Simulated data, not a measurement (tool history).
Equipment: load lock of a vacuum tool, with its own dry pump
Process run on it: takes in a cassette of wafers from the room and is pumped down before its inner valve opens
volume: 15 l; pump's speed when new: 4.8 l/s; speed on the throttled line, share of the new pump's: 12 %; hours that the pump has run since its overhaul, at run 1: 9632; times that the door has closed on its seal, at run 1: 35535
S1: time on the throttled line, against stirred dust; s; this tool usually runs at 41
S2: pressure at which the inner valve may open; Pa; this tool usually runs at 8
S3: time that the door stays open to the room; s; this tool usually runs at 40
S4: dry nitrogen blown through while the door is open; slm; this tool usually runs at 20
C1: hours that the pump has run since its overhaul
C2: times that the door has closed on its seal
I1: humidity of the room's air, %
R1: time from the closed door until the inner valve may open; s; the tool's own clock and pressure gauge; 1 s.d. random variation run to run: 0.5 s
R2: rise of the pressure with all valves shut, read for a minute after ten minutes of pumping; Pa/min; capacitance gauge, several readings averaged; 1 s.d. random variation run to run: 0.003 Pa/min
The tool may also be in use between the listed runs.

run	hour	S1	S2	S3	S4	C1	C2	I1	R1	R2
1	0	41	8	40	20	9632	35535	41.4	68.1	0.492
# hour 623.2: dry pump taken out, an overhauled one fitted
2	623.2	41	9	40	20	0	38438	43.5	65.4	0.547
3	1246.9	41	8	40	20	624	41372	46.8	65.4	0.625
4	1646.4	41	8	40	20	1023	43250	46.2	65.8	0.661
5	1952.3	41	8	40	20	1329	44689	40.6	65.9	0.694
# hour 2339.4: door's seal changed, seat wiped
6	2359.2	41	8	40	4	1735	93	47.1	66.5	0.046
7	2812.9	41	8	40	20	2188	2227	47.5	66.2	0.046
8	3225.8	30	8	40	20	2601	4168	46.1	56.6	0.057
9	3619	41	8	40	20	2994	6018	46.3	66.8	0.065
10	3898	41	8	40	20	3273	7330	45.5	66.1	0.075
11	4258.8	41	8	40	20	3634	9027	45.3	67.2	0.089
12	4762.8	41	8	40	20	4138	11397	44.4	66.2	0.113
13	5188.8	41	9	40	20	4564	13401	40.7	65.6	0.124
14	5567.4	41	9	40	20	4943	15181	45.1	65.7	0.148
15	5888.5	41	9	40	20	5264	16692	47.1	66.9	0.168
16	6368.4	41	8	40	20	5744	18949	45.6	67.4	0.195
17	6752.1	41	8	40	20	6127	20753	46.6	68.3	0.214
18	7337.1	41	8	40	20	6712	23505	43.4	68.2	0.253
19	7817.2	41	6	40	20	7193	25763	42.2	68.6	0.285
20	8459.2	41	6	40	20	7834	28782	41.6	68.8	0.336
21	8896.5	62	7	40	20	8272	30839	42.7	86.7	0.381
22	9256.4	56	7	40	20	8632	32531	46.9	82.1	0.405
23	9582.8	56	16	40	34	8958	34067	45.3	79.4	0.438
24	10146	56	16	40	34	9521	36715	42.3	79.5	0.477
25	10617	37	8	40	8	9992	38931	43	65.7	0.527
# hour 10882.9: dry pump taken out, an overhauled one fitted
26	10927.9	45	11	156	41	45	40365	44.3	68.6	0.585
27	11550.3	41	8	40	20	667	43292	46.6	65.6	0.625
28	12147.3	41	8	40	20	1264	46100	46.7	65.9	0.704
# hour 12206.5: door's seal changed, seat wiped
29	12671.6	41	8	40	20	1787	2188	44.1	66.1	0.039
30	12971.9	41	8	40	20	2087	3600	43.6	65.8	0.051
31	13373.1	41	8	40	20	2489	5487	43.6	66.4	0.058
32	13676.9	41	8	40	6	2792	6916	45	66.3	0.082
33	14208.4	41	8	31	20	3324	9415	43.3	66.6	0.088
34	14574.3	41	8	31	20	3690	11137	44.6	67	0.108
35	14908.9	41	8	31	20	4024	12710	47.2	66.3	0.124
36	15452.8	21	8	40	20	4568	15268	42.3	49.7	0.151
37	15904.1	21	8	40	20	5020	17391	43.7	50	0.173

Below, some changes in R1 between adjacent runs. For each, the amount present without the hidden state too (settings, incoming material, random variation) and the amount remaining for the hidden state with gauge scatter not shared by both compared results:
Unlogged tool condition in this case: pump's speed, % of a new pump's; leak at the door's seal, Pa l/s; drift of the gauge itself on ready_s, %; drift of the gauge itself on rise_pa_min, %.
Run 1 -> 2: S2 8 -> 9, dry pump taken out, an overhauled one fitted. R1 -2.7 s: hidden state -3, all else +0.3.
Run 20 -> 21: S1 41 -> 62, S2 6 -> 7. R1 +17.9 s: hidden state +0, all else +17.9.
Run 24 -> 25: S1 56 -> 37, S2 16 -> 8, S4 34 -> 8. R1 -13.8 s: hidden state +0.8, all else -14.6.
Run 25 -> 26: S1 37 -> 45, S2 8 -> 11, S3 40 -> 156, S4 8 -> 41, dry pump taken out, an overhauled one fitted. R1 +2.9 s: hidden state -3.8, all else +6.7.
Run 35 -> 36: S1 41 -> 21, S3 31 -> 40. R1 -16.6 s: hidden state +0.4, all else -17.
